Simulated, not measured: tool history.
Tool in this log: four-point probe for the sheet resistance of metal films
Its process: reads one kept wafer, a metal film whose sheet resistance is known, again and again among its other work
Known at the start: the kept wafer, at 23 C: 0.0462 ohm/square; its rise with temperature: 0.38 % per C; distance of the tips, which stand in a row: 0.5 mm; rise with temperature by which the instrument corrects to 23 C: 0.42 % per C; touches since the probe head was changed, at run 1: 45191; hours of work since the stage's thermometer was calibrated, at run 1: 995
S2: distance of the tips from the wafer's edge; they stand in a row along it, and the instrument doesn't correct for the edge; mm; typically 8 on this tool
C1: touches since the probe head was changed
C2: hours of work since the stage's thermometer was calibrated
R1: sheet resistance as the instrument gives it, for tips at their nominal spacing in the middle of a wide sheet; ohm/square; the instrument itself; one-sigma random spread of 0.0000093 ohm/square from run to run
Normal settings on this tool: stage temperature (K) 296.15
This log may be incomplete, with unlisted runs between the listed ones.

run 1 day=0 | stage_temperature_(K)=296.15 S2=8 | C1=45191 C2=995 | R1=0.046534
run 2 day=2.358 | stage_temperature_(K)=296.15 S2=8 | C1=46308 C2=1038 | R1=0.046545
run 3 day=4.338 | stage_temperature_(K)=296.15 S2=8 | C1=47246 C2=1073 | R1=0.046529
run 4 day=6.408 | stage_temperature_(K)=296.15 S2=8 | C1=48227 C2=1110 | R1=0.046565
run 5 day=8.904 | stage_temperature_(K)=296.15 S2=8 | C1=49412 C2=1155 | R1=0.046559
run 6 day=10.317 | stage_temperature_(K)=296.15 S2=8 | C1=50080 C2=1181 | R1=0.046563
run 7 day=11.958 | stage_temperature_(K)=296.15 S2=8 | C1=50859 C2=1210 | R1=0.046567
run 8 day=14.333 | stage_temperature_(K)=296.15 S2=8 | C1=51984 C2=1253 | R1=0.046571
run 9 day=16.633 | stage_temperature_(K)=296.15 S2=8 | C1=53073 C2=1294 | R1=0.046588
run 10 day=18.129 | stage_temperature_(K)=296.15 S2=8 | C1=53783 C2=1321 | R1=0.046592
run 11 day=19.588 | stage_temperature_(K)=296.15 S2=10 | C1=54475 C2=1347 | R1=0.046558
run 12 day=20.825 | stage_temperature_(K)=296.15 S2=8 | C1=55061 C2=1369 | R1=0.046587
run 13 day=23.417 | stage_temperature_(K)=296.15 S2=8 | C1=56289 C2=1416 | R1=0.046603
-- day=23.675 stage's thermometer calibrated
run 14 day=26.075 | stage_temperature_(K)=296.15 S2=8 | C1=57539 C2=43 | R1=0.046613
run 15 day=28.304 | stage_temperature_(K)=296.15 S2=8 | C1=58595 C2=83 | R1=0.046627
run 16 day=30 | stage_temperature_(K)=296.15 S2=8 | C1=59400 C2=114 | R1=0.046614
run 17 day=31.162 | stage_temperature_(K)=296.15 S2=8 | C1=59950 C2=134 | R1=0.046643
run 18 day=32.9 | stage_temperature_(K)=296.15 S2=8 | C1=60774 C2=166 | R1=0.046637
-- day=35.3 stage's thermometer calibrated, once more
run 19 day=35.496 | stage_temperature_(K)=296.15 S2=8 | C1=61995 C2=4 | R1=0.046595
run 20 day=38.296 | stage_temperature_(K)=296.15 S2=8 | C1=63322 C2=54 | R1=0.046606
run 21 day=40.075 | stage_temperature_(K)=296.15 S2=8 | C1=64165 C2=86 | R1=0.046601
run 22 day=41.221 | stage_temperature_(K)=296.15 S2=8 | C1=64707 C2=106 | R1=0.046616
run 23 day=42.962 | stage_temperature_(K)=296.15 S2=8 | C1=65532 C2=138 | R1=0.046614
run 24 day=45.738 | stage_temperature_(K)=296.15 S2=46 | C1=66848 C2=187 | R1=0.046526
run 25 day=47.379 | stage_temperature_(K)=300.15 S2=48 | C1=67626 C2=217 | R1=0.04645
run 26 day=49.05 | stage_temperature_(K)=301.15 S2=7 | C1=68417 C2=247 | R1=0.04656
run 27 day=51.392 | stage_temperature_(K)=301.15 S2=7 | C1=69528 C2=289 | R1=0.046556
run 28 day=53.15 | stage_temperature_(K)=304.15 S2=8 | C1=70362 C2=321 | R1=0.046486
run 29 day=55.3 | stage_temperature_(K)=296.15 S2=19 | C1=71381 C2=359 | R1=0.046567
run 30 day=56.554 | stage_temperature_(K)=297.15 S2=35 | C1=71975 C2=382 | R1=0.046553
run 31 day=57.933 | stage_temperature_(K)=295.15 S2=51 | C1=72628 C2=406 | R1=0.046584
run 32 day=60.721 | stage_temperature_(K)=295.15 S2=51 | C1=73949 C2=456 | R1=0.046588
run 33 day=62.562 | stage_temperature_(K)=295.15 S2=51 | C1=74822 C2=489 | R1=0.046603
run 34 day=64.458 | stage_temperature_(K)=295.15 S2=51 | C1=75721 C2=524 | R1=0.046613
run 35 day=66.3 | stage_temperature_(K)=295.15 S2=25 | C1=76592 C2=557 | R1=0.046631
run 36 day=67.883 | stage_temperature_(K)=304.15 S2=15 | C1=77344 C2=585 | R1=0.046475
run 37 day=69.717 | stage_temperature_(K)=302.15 S2=11 | C1=78213 C2=618 | R1=0.046526
run 38 day=70.85 | stage_temperature_(K)=302.15 S2=11 | C1=78750 C2=638 | R1=0.046518
run 39 day=73.579 | stage_temperature_(K)=302.15 S2=11 | C1=80043 C2=687 | R1=0.046521
run 40 day=76.121 | stage_temperature_(K)=300.15 S2=46 | C1=81248 C2=733 | R1=0.046514
run 41 day=78.817 | stage_temperature_(K)=296.15 S2=72 | C1=82525 C2=781 | R1=0.046631
run 42 day=80.108 | stage_temperature_(K)=295.15 S2=6 | C1=83137 C2=804 | R1=0.046805

Below are 3 alternative next runs, each starting from the tool's condition after run 42. Predict each:
run A day=82.738 | stage_temperature_(K)=291.15 S2=35 | C1=84383 C2=852 | R1=?
run B day=82.738 | stage_temperature_(K)=296.15 S2=3 | C1=84383 C2=852 | R1=?
run C day=82.738 | stage_temperature_(K)=292.15 S2=8 | C1=84383 C2=852 | R1=?

run=A R1=0.046737
run=B R1=0.047328
run=C R1=0.046789
Had the tool no hidden state, the same runs would have come out as:
run=A R1=0.046313
run=B R1=0.046899
run=C R1=0.046364
